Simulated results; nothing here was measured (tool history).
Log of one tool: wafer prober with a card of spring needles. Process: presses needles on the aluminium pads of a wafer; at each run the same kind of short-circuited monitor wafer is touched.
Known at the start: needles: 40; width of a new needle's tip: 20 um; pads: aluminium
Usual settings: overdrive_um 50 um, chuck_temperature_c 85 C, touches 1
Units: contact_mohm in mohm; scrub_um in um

Run 1, hour 0: usual settings. Result: contact_mohm 189 mohm, scrub_um 6.55 um.
At hour 4.5: tips cleaned on abrasive film.
At hour 9.2: height of the first contact set anew.
At hour 10.4: tips cleaned on abrasive film.
At hour 16: tips cleaned on abrasive film.
At hour 21.7: tips cleaned on abrasive film.
At hour 27.3: tips cleaned on abrasive film.
At hour 31.8: tips cleaned on abrasive film.
At hour 36.3: tips cleaned on abrasive film.
At hour 41.9: tips cleaned on abrasive film.
At hour 47.5: tips cleaned on abrasive film.
At hour 52: tips cleaned on abrasive film.
At hour 56.5: tips cleaned on abrasive film.
At hour 62.2: tips cleaned on abrasive film.
At hour 67.8: tips cleaned on abrasive film.
At hour 72.3: tips cleaned on abrasive film.
Run 2, hour 75.4: usual settings. Result: contact_mohm 231 mohm, scrub_um 7.47 um.
At hour 77.7: tips cleaned on abrasive film.
At hour 82.2: tips cleaned on abrasive film.
At hour 87.8: tips cleaned on abrasive film.
At hour 93.4: tips cleaned on abrasive film.
At hour 97.9: tips cleaned on abrasive film.
At hour 102.4: tips cleaned on abrasive film.
At hour 108.1: tips cleaned on abrasive film.
At hour 113.7: tips cleaned on abrasive film.
At hour 118.2: tips cleaned on abrasive film.
At hour 122.7: tips cleaned on abrasive film.
At hour 128.3: tips cleaned on abrasive film.
At hour 133.9: tips cleaned on abrasive film.
At hour 139.5: tips cleaned on abrasive film.
At hour 144: tips cleaned on abrasive film.
At hour 148.6: tips cleaned on abrasive film.
At hour 154.2: tips cleaned on abrasive film.
Run 3, hour 157.3: usual settings. Result: contact_mohm 229 mohm, scrub_um 7.2 um.
At hour 159.6: tips cleaned on abrasive film.
At hour 164.2: tips cleaned on abrasive film.
At hour 169.8: tips cleaned on abrasive film.
At hour 175.4: tips cleaned on abrasive film.
At hour 181: tips cleaned on abrasive film.
At hour 186.6: tips cleaned on abrasive film.
At hour 191.1: tips cleaned on abrasive film.
At hour 195.6: tips cleaned on abrasive film.
At hour 201.2: tips cleaned on abrasive film.
At hour 206.9: tips cleaned on abrasive film.
At hour 211.4: tips cleaned on abrasive film.
Run 4, hour 212.7: usual settings. Result: contact_mohm 205 mohm, scrub_um 6.94 um.
At hour 216.1: tips cleaned on abrasive film.
At hour 221.7: tips cleaned on abrasive film.
At hour 226.2: tips cleaned on abrasive film.
At hour 231.9: tips cleaned on abrasive film.
At hour 236.4: tips cleaned on abrasive film.
At hour 240.9: tips cleaned on abrasive film.
At hour 246.5: tips cleaned on abrasive film.
At hour 251: tips cleaned on abrasive film.
At hour 255.5: tips cleaned on abrasive film.
Run 5, hour 258.7: usual settings. Result: contact_mohm 249 mohm, scrub_um 6.97 um.
At hour 261: tips cleaned on abrasive film.
At hour 266.6: tips cleaned on abrasive film.
At hour 271.2: tips cleaned on abrasive film.
At hour 276.8: tips cleaned on abrasive film.
At hour 282.4: tips cleaned on abrasive film.
At hour 288: tips cleaned on abrasive film.
At hour 292.5: tips cleaned on abrasive film.
At hour 298.1: tips cleaned on abrasive film.
At hour 303.7: tips cleaned on abrasive film.
At hour 308.3: tips cleaned on abrasive film.
At hour 313.9: tips cleaned on abrasive film.
At hour 318.4: tips cleaned on abrasive film.
Run 6, hour 319.8: usual settings. Result: contact_mohm 226 mohm, scrub_um 6.49 um.
At hour 323.2: tips cleaned on abrasive film.
At hour 328.8: tips cleaned on abrasive film.
At hour 333.3: tips cleaned on abrasive film.
At hour 338.9: tips cleaned on abrasive film.
At hour 344.5: tips cleaned on abrasive film.
At hour 350.1: tips cleaned on abrasive film.
At hour 350.4: height of the first contact set anew.
At hour 354.9: tips cleaned on abrasive film.
At hour 360.6: tips cleaned on abrasive film.
Run 7, hour 364.7: usual settings. Result: contact_mohm 246 mohm, scrub_um 7.63 um.
At hour 365.9: tips cleaned on abrasive film.
At hour 371.5: tips cleaned on abrasive film.
At hour 376: tips cleaned on abrasive film.
At hour 380.5: tips cleaned on abrasive film.
At hour 385: tips cleaned on abrasive film.
At hour 390.6: tips cleaned on abrasive film.
At hour 395.2: tips cleaned on abrasive film.
At hour 400.8: tips cleaned on abrasive film.
At hour 406.4: tips cleaned on abrasive film.
At hour 410.9: tips cleaned on abrasive film.
At hour 416.5: tips cleaned on abrasive film.
At hour 422.1: tips cleaned on abrasive film.
At hour 426.6: tips cleaned on abrasive film.
At hour 432.2: tips cleaned on abrasive film.
At hour 436.8: tips cleaned on abrasive film.
At hour 441.3: tips cleaned on abrasive film.
At hour 446.9: tips cleaned on abrasive film.
Run 8, hour 449.1: usual settings but chuck_temperature_c 26 C. Result: contact_mohm 224 mohm, scrub_um 7.49 um.
At hour 452.5: tips cleaned on abrasive film.
At hour 457: tips cleaned on abrasive film.
At hour 462.6: tips cleaned on abrasive film.
At hour 468.2: tips cleaned on abrasive film.
At hour 473.8: tips cleaned on abrasive film.
At hour 479.5: tips cleaned on abrasive film.
At hour 485.1: tips cleaned on abrasive film.
Run 9, hour 486.6: usual settings but chuck_temperature_c 26 C. Result: contact_mohm 205 mohm, scrub_um 7.11 um.
At hour 490: tips cleaned on abrasive film.
At hour 494.5: tips cleaned on abrasive film.
At hour 500.2: tips cleaned on abrasive film.
At hour 505.8: tips cleaned on abrasive film.
At hour 510.3: tips cleaned on abrasive film.
At hour 515.9: tips cleaned on abrasive film.
At hour 520.4: tips cleaned on abrasive film.
At hour 524.9: tips cleaned on abrasive film.
At hour 530.5: tips cleaned on abrasive film.
At hour 535: tips cleaned on abrasive film.
At hour 540.7: tips cleaned on abrasive film.
At hour 546.3: tips cleaned on abrasive film.
At hour 550.8: tips cleaned on abrasive film.
At hour 556.4: tips cleaned on abrasive film.
At hour 560.9: tips cleaned on abrasive film.
At hour 565.4: tips cleaned on abrasive film.
At hour 570.6: tips cleaned on abrasive film.
Run 10, hour 570.6: usual settings but overdrive_um 63 um, chuck_temperature_c 43 C. Result: contact_mohm 159 mohm, scrub_um 9.04 um.
At hour 575.1: tips cleaned on abrasive film.
At hour 580.7: tips cleaned on abrasive film.
At hour 586.3: tips cleaned on abrasive film.
At hour 590.9: tips cleaned on abrasive film.
At hour 596.5: tips cleaned on abrasive film.
At hour 601: tips cleaned on abrasive film.
At hour 606.6: tips cleaned on abrasive film.
At hour 611.1: tips cleaned on abrasive film.
At hour 616.7: tips cleaned on abrasive film.
At hour 622.3: tips cleaned on abrasive film.
At hour 626.9: tips cleaned on abrasive film.
At hour 632.5: tips cleaned on abrasive film.
At hour 637: tips cleaned on abrasive film.
Run 11, hour 641.2: usual settings but overdrive_um 63 um, chuck_temperature_c 48 C. Result: contact_mohm 233 mohm, scrub_um 8.58 um.
At hour 642.5: tips cleaned on abrasive film.
At hour 648.1: tips cleaned on abrasive film.
At hour 653.7: tips cleaned on abrasive film.
At hour 658.2: tips cleaned on abrasive film.
At hour 663.8: tips cleaned on abrasive film.
At hour 669.4: tips cleaned on abrasive film.
At hour 675: tips cleaned on abrasive film.
At hour 680.7: tips cleaned on abrasive film.
At hour 685.2: tips cleaned on abrasive film.
At hour 689.7: tips cleaned on abrasive film.
At hour 691.1: height of the first contact set anew.
At hour 695.6: tips cleaned on abrasive film.
Run 12, hour 696.8: usual settings but overdrive_um 64 um, touches 2. Result: contact_mohm 175 mohm, scrub_um 9.93 um.
At hour 700.3: tips cleaned on abrasive film.
At hour 704.8: tips cleaned on abrasive film.
At hour 709.3: tips cleaned on abrasive film.
At hour 714.9: tips cleaned on abrasive film.
At hour 720.5: tips cleaned on abrasive film.
At hour 725: tips cleaned on abrasive film.
At hour 730.6: tips cleaned on abrasive film.
At hour 736.3: tips cleaned on abrasive film.
Run 13, hour 736.6: usual settings but overdrive_um 32 um. Result: contact_mohm 230 mohm, scrub_um 4.81 um.

4 ways to go on from here, each from the tool as it stands after run 13. What would each give?
At hour 741.1: tips cleaned on abrasive film.
At hour 745.7: tips cleaned on abrasive film.
At hour 751.3: tips cleaned on abrasive film.
At hour 755.8: tips cleaned on abrasive film.
At hour 761.4: tips cleaned on abrasive film.
At hour 765.9: tips cleaned on abrasive film.
At hour 771.5: tips cleaned on abrasive film.
At hour 776: tips cleaned on abrasive film.
At hour 781.6: tips cleaned on abrasive film.
At hour 786.2: tips cleaned on abrasive film.
At hour 791.8: tips cleaned on abrasive film.
At hour 797.4: tips cleaned on abrasive film.
At hour 803: tips cleaned on abrasive film.
Run A, hour 803.2: usual settings but overdrive_um 32 um, chuck_temperature_c 74 C. Result: contact_mohm ?, scrub_um ?.
At hour 741.1: tips cleaned on abrasive film.
At hour 745.7: tips cleaned on abrasive film.
At hour 751.3: tips cleaned on abrasive film.
At hour 755.8: tips cleaned on abrasive film.
At hour 761.4: tips cleaned on abrasive film.
At hour 765.9: tips cleaned on abrasive film.
At hour 771.5: tips cleaned on abrasive film.
At hour 776: tips cleaned on abrasive film.
At hour 781.6: tips cleaned on abrasive film.
At hour 786.2: tips cleaned on abrasive film.
At hour 791.8: tips cleaned on abrasive film.
At hour 797.4: tips cleaned on abrasive film.
At hour 803: tips cleaned on abrasive film.
Run B, hour 803.2: usual settings but overdrive_um 32 um, chuck_temperature_c 59 C. Result: contact_mohm ?, scrub_um ?.
At hour 741.1: tips cleaned on abrasive film.
At hour 745.7: tips cleaned on abrasive film.
At hour 751.3: tips cleaned on abrasive film.
At hour 755.8: tips cleaned on abrasive film.
At hour 761.4: tips cleaned on abrasive film.
At hour 765.9: tips cleaned on abrasive film.
At hour 771.5: tips cleaned on abrasive film.
At hour 776: tips cleaned on abrasive film.
At hour 781.6: tips cleaned on abrasive film.
At hour 786.2: tips cleaned on abrasive film.
At hour 791.8: tips cleaned on abrasive film.
At hour 797.4: tips cleaned on abrasive film.
At hour 803: tips cleaned on abrasive film.
Run C, hour 803.2: usual settings but overdrive_um 39 um, chuck_temperature_c 82 C. Result: contact_mohm ?, scrub_um ?.
At hour 741.1: tips cleaned on abrasive film.
At hour 745.7: tips cleaned on abrasive film.
At hour 751.3: tips cleaned on abrasive film.
At hour 755.8: tips cleaned on abrasive film.
At hour 761.4: tips cleaned on abrasive film.
At hour 765.9: tips cleaned on abrasive film.
At hour 771.5: tips cleaned on abrasive film.
At hour 776: tips cleaned on abrasive film.
At hour 781.6: tips cleaned on abrasive film.
At hour 786.2: tips cleaned on abrasive film.
At hour 791.8: tips cleaned on abrasive film.
At hour 797.4: tips cleaned on abrasive film.
At hour 803: tips cleaned on abrasive film.
Run D, hour 803.2: usual settings but overdrive_um 38 um, chuck_temperature_c 48 C, touches 2. Result: contact_mohm ?, scrub_um ?.

run  contact_mohm  scrub_um
  A           233      4.52
  B           234      4.63
  C           212      5.55
  D           195      5.48
Without the tool's hidden state the same runs would have given:
run  contact_mohm  scrub_um
  A           162      4.92
  B           162      5.04
  C           161      5.96
  D           156      5.89

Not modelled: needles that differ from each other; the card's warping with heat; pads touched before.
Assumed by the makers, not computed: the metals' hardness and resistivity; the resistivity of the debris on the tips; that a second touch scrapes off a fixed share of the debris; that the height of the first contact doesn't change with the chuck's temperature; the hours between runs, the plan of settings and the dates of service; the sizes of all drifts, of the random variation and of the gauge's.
